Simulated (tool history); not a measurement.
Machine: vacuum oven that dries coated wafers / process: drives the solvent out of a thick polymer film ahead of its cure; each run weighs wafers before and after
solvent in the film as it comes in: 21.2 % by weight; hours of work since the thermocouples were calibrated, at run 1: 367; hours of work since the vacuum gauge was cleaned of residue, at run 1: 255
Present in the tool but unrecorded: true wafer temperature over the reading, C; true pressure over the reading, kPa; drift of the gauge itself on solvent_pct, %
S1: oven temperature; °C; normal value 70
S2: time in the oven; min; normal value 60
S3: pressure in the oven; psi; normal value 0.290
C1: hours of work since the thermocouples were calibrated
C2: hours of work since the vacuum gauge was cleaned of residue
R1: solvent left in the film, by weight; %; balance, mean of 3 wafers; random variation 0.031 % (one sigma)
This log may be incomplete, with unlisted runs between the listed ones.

run 1 hour=0.0 | S1=70 S2=60 S3=0.290 | C1=367 C2=255 | R1=4.71
run 2 hour=12.2 | S1=70 S2=60 S3=0.290 | C1=377 C2=264 | R1=4.72
run 3 hour=25.9 | S1=70 S2=60 S3=0.292 | C1=387 C2=274 | R1=4.71
run 4 hour=40.1 | S1=70 S2=103 S3=0.290 | C1=398 C2=285 | R1=2.55
run 5 hour=48.8 | S1=70 S2=60 S3=0.290 | C1=404 C2=291 | R1=4.71
run 6 hour=60.9 | S1=70 S2=60 S3=0.290 | C1=413 C2=301 | R1=4.69
run 7 hour=68.8 | S1=70 S2=60 S3=0.290 | C1=419 C2=307 | R1=4.72
run 8 hour=82.0 | S1=70 S2=60 S3=0.290 | C1=429 C2=317 | R1=4.79
run 9 hour=91.2 | S1=70 S2=60 S3=0.218 | C1=436 C2=324 | R1=4.37
run 10 hour=103.3 | S1=70 S2=66 S3=0.218 | C1=446 C2=333 | R1=3.92
run 11 hour=117.9 | S1=70 S2=60 S3=0.290 | C1=457 C2=344 | R1=4.71
run 12 hour=127.3 | S1=70 S2=60 S3=0.290 | C1=464 C2=351 | R1=4.69
run 13 hour=134.8 | S1=70 S2=60 S3=0.702 | C1=469 C2=357 | R1=6.56
run 14 hour=150.4 | S1=62 S2=60 S3=0.290 | C1=481 C2=368 | R1=7.22
run 15 hour=162.5 | S1=57 S2=60 S3=0.290 | C1=490 C2=378 | R1=9.03
run 16 hour=175.4 | S1=57 S2=60 S3=0.290 | C1=500 C2=387 | R1=8.95
run 17 hour=188.1 | S1=70 S2=60 S3=0.228 | C1=510 C2=397 | R1=4.43
run 18 hour=200.2 | S1=70 S2=60 S3=0.228 | C1=519 C2=406 | R1=4.38
run 19 hour=208.9 | S1=70 S2=60 S3=0.228 | C1=526 C2=413 | R1=4.38
run 20 hour=218.7 | S1=70 S2=60 S3=1.025 | C1=533 C2=420 | R1=7.92
run 21 hour=227.9 | S1=70 S2=60 S3=1.025 | C1=540 C2=427 | R1=8.03
run 22 hour=235.3 | S1=70 S2=60 S3=1.025 | C1=545 C2=433 | R1=7.94
run 23 hour=250.0 | S1=70 S2=60 S3=0.290 | C1=557 C2=444 | R1=4.68
run 24 hour=260.4 | S1=56 S2=63 S3=0.429 | C1=564 C2=452 | R1=9.94
run 25 hour=269.6 | S1=66 S2=63 S3=0.526 | C1=571 C2=459 | R1=6.89
run 26 hour=277.5 | S1=73 S2=80 S3=0.290 | C1=577 C2=465 | R1=2.76
run 27 hour=288.6 | S1=56 S2=38 S3=0.218 | C1=586 C2=473 | R1=11.27
run 28 hour=303.3 | S1=56 S2=38 S3=0.218 | C1=597 C2=484 | R1=11.33
run 29 hour=319.1 | S1=56 S2=38 S3=0.218 | C1=609 C2=496 | R1=11.38
-- hour=321.4 vacuum gauge cleaned of residue and calibrated
run 30 hour=329.9 | S1=56 S2=38 S3=0.218 | C1=616 C2=6 | R1=11.38
run 31 hour=339.5 | S1=60 S2=32 S3=0.493 | C1=623 C2=14 | R1=12.19
run 32 hour=348.2 | S1=60 S2=32 S3=0.493 | C1=630 C2=20 | R1=12.32
run 33 hour=362.5 | S1=59 S2=98 S3=0.477 | C1=641 C2=31 | R1=7.12
run 34 hour=378.4 | S1=64 S2=60 S3=0.998 | C1=653 C2=43 | R1=10.31
run 35 hour=390.2 | S1=70 S2=43 S3=0.283 | C1=662 C2=52 | R1=6.59
run 36 hour=403.2 | S1=70 S2=36 S3=0.222 | C1=671 C2=62 | R1=7.28
-- hour=414.4 vacuum gauge cleaned of residue and calibrated, once more
run 37 hour=415.9 | S1=82 S2=75 S3=0.767 | C1=680 C2=1 | R1=2.92
run 38 hour=423.1 | S1=82 S2=75 S3=0.767 | C1=685 C2=7 | R1=2.86

For run 39, what comes out?
run 39 hour=432.8 | S1=70 S2=96 S3=0.290 | C1=693 C2=14 | R1=?

R1: 2.63 %
The same run, on a tool lacking any hidden state, would have yielded R1 2.74 %.

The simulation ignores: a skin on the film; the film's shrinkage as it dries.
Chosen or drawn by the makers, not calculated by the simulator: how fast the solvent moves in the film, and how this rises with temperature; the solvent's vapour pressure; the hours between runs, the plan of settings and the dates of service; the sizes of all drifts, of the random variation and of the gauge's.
